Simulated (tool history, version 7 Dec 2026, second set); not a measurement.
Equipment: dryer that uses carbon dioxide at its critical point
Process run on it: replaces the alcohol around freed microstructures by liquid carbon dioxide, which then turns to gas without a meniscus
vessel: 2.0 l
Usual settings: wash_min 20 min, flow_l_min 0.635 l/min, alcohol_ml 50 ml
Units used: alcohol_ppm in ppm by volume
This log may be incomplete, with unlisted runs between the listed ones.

{"run": 1, "hour": 0.0, "wash_min": 20, "flow_l_min": 0.635, "alcohol_ml": 50, "alcohol_ppm": 234}
{"run": 2, "hour": 40.7, "wash_min": 20, "flow_l_min": 0.635, "alcohol_ml": 50, "alcohol_ppm": 251}
{"run": 3, "hour": 103.9, "wash_min": 20, "flow_l_min": 0.635, "alcohol_ml": 50, "alcohol_ppm": 284}
{"run": 4, "hour": 169.9, "wash_min": 20, "flow_l_min": 0.635, "alcohol_ml": 50, "alcohol_ppm": 307}
{"run": 5, "hour": 205.7, "wash_min": 20, "flow_l_min": 0.635, "alcohol_ml": 50, "alcohol_ppm": 341}
{"run": 6, "hour": 235.2, "wash_min": 20, "flow_l_min": 0.635, "alcohol_ml": 50, "alcohol_ppm": 352}
{"run": 7, "hour": 301.9, "wash_min": 20, "flow_l_min": 0.635, "alcohol_ml": 50, "alcohol_ppm": 394}
{"hour": 350.4, "done": "inlet filter changed"}
{"run": 8, "hour": 358.6, "wash_min": 20, "flow_l_min": 0.635, "alcohol_ml": 50, "alcohol_ppm": 247}
{"run": 9, "hour": 410.7, "wash_min": 22, "flow_l_min": 0.635, "alcohol_ml": 50, "alcohol_ppm": 212}
{"run": 10, "hour": 449.5, "wash_min": 20, "flow_l_min": 0.635, "alcohol_ml": 50, "alcohol_ppm": 302}
{"run": 11, "hour": 487.9, "wash_min": 20, "flow_l_min": 0.635, "alcohol_ml": 50, "alcohol_ppm": 314}
{"hour": 496.6, "done": "purifier's bed changed"}
{"run": 12, "hour": 558.2, "wash_min": 20, "flow_l_min": 0.635, "alcohol_ml": 50, "alcohol_ppm": 223}
{"run": 13, "hour": 610.2, "wash_min": 20, "flow_l_min": 0.574, "alcohol_ml": 50, "alcohol_ppm": 396}
{"run": 14, "hour": 667.1, "wash_min": 20, "flow_l_min": 0.574, "alcohol_ml": 50, "alcohol_ppm": 431}
{"run": 15, "hour": 703.6, "wash_min": 20, "flow_l_min": 0.574, "alcohol_ml": 50, "alcohol_ppm": 450}
{"run": 16, "hour": 773.0, "wash_min": 20, "flow_l_min": 0.635, "alcohol_ml": 92, "alcohol_ppm": 589}
{"hour": 807.1, "done": "inlet filter changed"}
{"run": 17, "hour": 817.4, "wash_min": 20, "flow_l_min": 0.635, "alcohol_ml": 92, "alcohol_ppm": 331}
{"run": 18, "hour": 887.7, "wash_min": 17, "flow_l_min": 0.635, "alcohol_ml": 50, "alcohol_ppm": 422}
{"run": 19, "hour": 923.6, "wash_min": 20, "flow_l_min": 0.635, "alcohol_ml": 50, "alcohol_ppm": 257}
{"run": 20, "hour": 970.9, "wash_min": 20, "flow_l_min": 0.635, "alcohol_ml": 50, "alcohol_ppm": 265}
{"run": 21, "hour": 1041.3, "wash_min": 20, "flow_l_min": 0.635, "alcohol_ml": 50, "alcohol_ppm": 298}
{"run": 22, "hour": 1081.8, "wash_min": 20, "flow_l_min": 0.635, "alcohol_ml": 50, "alcohol_ppm": 336}
{"run": 23, "hour": 1144.5, "wash_min": 20, "flow_l_min": 0.635, "alcohol_ml": 50, "alcohol_ppm": 349}
{"run": 24, "hour": 1194.4, "wash_min": 20, "flow_l_min": 0.635, "alcohol_ml": 50, "alcohol_ppm": 400}
{"hour": 1257.9, "done": "inlet filter changed"}
{"run": 25, "hour": 1262.1, "wash_min": 20, "flow_l_min": 0.635, "alcohol_ml": 50, "alcohol_ppm": 255}
{"run": 26, "hour": 1311.2, "wash_min": 13, "flow_l_min": 1.045, "alcohol_ml": 44, "alcohol_ppm": 210}
{"hour": 1363.8, "done": "purifier's bed changed"}
{"run": 27, "hour": 1385.8, "wash_min": 13, "flow_l_min": 1.045, "alcohol_ml": 44, "alcohol_ppm": 115}
{"run": 28, "hour": 1429.1, "wash_min": 25, "flow_l_min": 0.635, "alcohol_ml": 104, "alcohol_ppm": 133}
{"run": 29, "hour": 1463.0, "wash_min": 22, "flow_l_min": 0.84, "alcohol_ml": 117, "alcohol_ppm": 72}
{"run": 30, "hour": 1504.1, "wash_min": 13, "flow_l_min": 0.635, "alcohol_ml": 41, "alcohol_ppm": 988}
{"run": 31, "hour": 1566.8, "wash_min": 13, "flow_l_min": 0.635, "alcohol_ml": 41, "alcohol_ppm": 1048}
{"run": 32, "hour": 1628.6, "wash_min": 24, "flow_l_min": 0.794, "alcohol_ml": 25, "alcohol_ppm": 55}
{"run": 33, "hour": 1676.4, "wash_min": 15, "flow_l_min": 1.012, "alcohol_ml": 82, "alcohol_ppm": 244}
{"hour": 1710.9, "done": "inlet filter changed"}
{"run": 34, "hour": 1733.6, "wash_min": 15, "flow_l_min": 1.012, "alcohol_ml": 82, "alcohol_ppm": 146}
{"run": 35, "hour": 1765.0, "wash_min": 15, "flow_l_min": 1.012, "alcohol_ml": 82, "alcohol_ppm": 151}
{"run": 36, "hour": 1824.7, "wash_min": 18, "flow_l_min": 0.486, "alcohol_ml": 82, "alcohol_ppm": 1410}
{"run": 37, "hour": 1860.3, "wash_min": 18, "flow_l_min": 0.894, "alcohol_ml": 29, "alcohol_ppm": 99}
{"run": 38, "hour": 1905.5, "wash_min": 18, "flow_l_min": 0.894, "alcohol_ml": 29, "alcohol_ppm": 113}
{"run": 39, "hour": 1975.0, "wash_min": 18, "flow_l_min": 0.894, "alcohol_ml": 29, "alcohol_ppm": 124}
{"run": 40, "hour": 2021.0, "wash_min": 18, "flow_l_min": 0.996, "alcohol_ml": 37, "alcohol_ppm": 117}
{"run": 41, "hour": 2063.2, "wash_min": 13, "flow_l_min": 0.505, "alcohol_ml": 100, "alcohol_ppm": 4962}
{"run": 42, "hour": 2116.8, "wash_min": 23, "flow_l_min": 0.412, "alcohol_ml": 50, "alcohol_ppm": 1021}
{"hour": 2162.8, "done": "inlet filter changed"}
{"run": 43, "hour": 2167.3, "wash_min": 17, "flow_l_min": 0.704, "alcohol_ml": 60, "alcohol_ppm": 344}
{"run": 44, "hour": 2216.9, "wash_min": 20, "flow_l_min": 0.704, "alcohol_ml": 60, "alcohol_ppm": 227}
{"hour": 2232.3, "done": "purifier's bed changed"}
{"run": 45, "hour": 2266.0, "wash_min": 20, "flow_l_min": 0.704, "alcohol_ml": 60, "alcohol_ppm": 136}
{"run": 46, "hour": 2326.9, "wash_min": 20, "flow_l_min": 0.704, "alcohol_ml": 60, "alcohol_ppm": 150}

Below, each run's measurement less what the same run would have read without the hidden state. Both values contain the same run-to-run variation, but the gauge's scatter may not be the same in both:
The tool's hidden condition here consists of: flow that reaches the vessel past the clogged filter, %; alcohol in the recycled carbon dioxide, ppm; drift of the gauge itself on alcohol_ppm, %.
run=1 alcohol_ppm=+81
run=2 alcohol_ppm=+99
run=3 alcohol_ppm=+129
run=4 alcohol_ppm=+160
run=5 alcohol_ppm=+182
run=6 alcohol_ppm=+195
run=7 alcohol_ppm=+234
run=8 alcohol_ppm=+104
run=9 alcohol_ppm=+121
run=10 alcohol_ppm=+144
run=11 alcohol_ppm=+159
run=12 alcohol_ppm=+72
run=13 alcohol_ppm=+138
run=14 alcohol_ppm=+183
run=15 alcohol_ppm=+204
run=16 alcohol_ppm=+320
run=17 alcohol_ppm=+53
run=18 alcohol_ppm=+96
run=19 alcohol_ppm=+96
run=20 alcohol_ppm=+114
run=21 alcohol_ppm=+150
run=22 alcohol_ppm=+177
run=23 alcohol_ppm=+203
run=24 alcohol_ppm=+240
run=25 alcohol_ppm=+105
run=26 alcohol_ppm=+118
run=27 alcohol_ppm=+25
run=28 alcohol_ppm=+45
run=29 alcohol_ppm=+35
run=30 alcohol_ppm=+244
run=31 alcohol_ppm=+316
run=32 alcohol_ppm=+44
run=33 alcohol_ppm=+152
run=34 alcohol_ppm=+51
run=35 alcohol_ppm=+63
run=36 alcohol_ppm=+220
run=37 alcohol_ppm=+71
run=38 alcohol_ppm=+82
run=39 alcohol_ppm=+96
run=40 alcohol_ppm=+103
run=41 alcohol_ppm=+1351
run=42 alcohol_ppm=+457
run=43 alcohol_ppm=+108
run=44 alcohol_ppm=+125
run=45 alcohol_ppm=+25
run=46 alcohol_ppm=+47
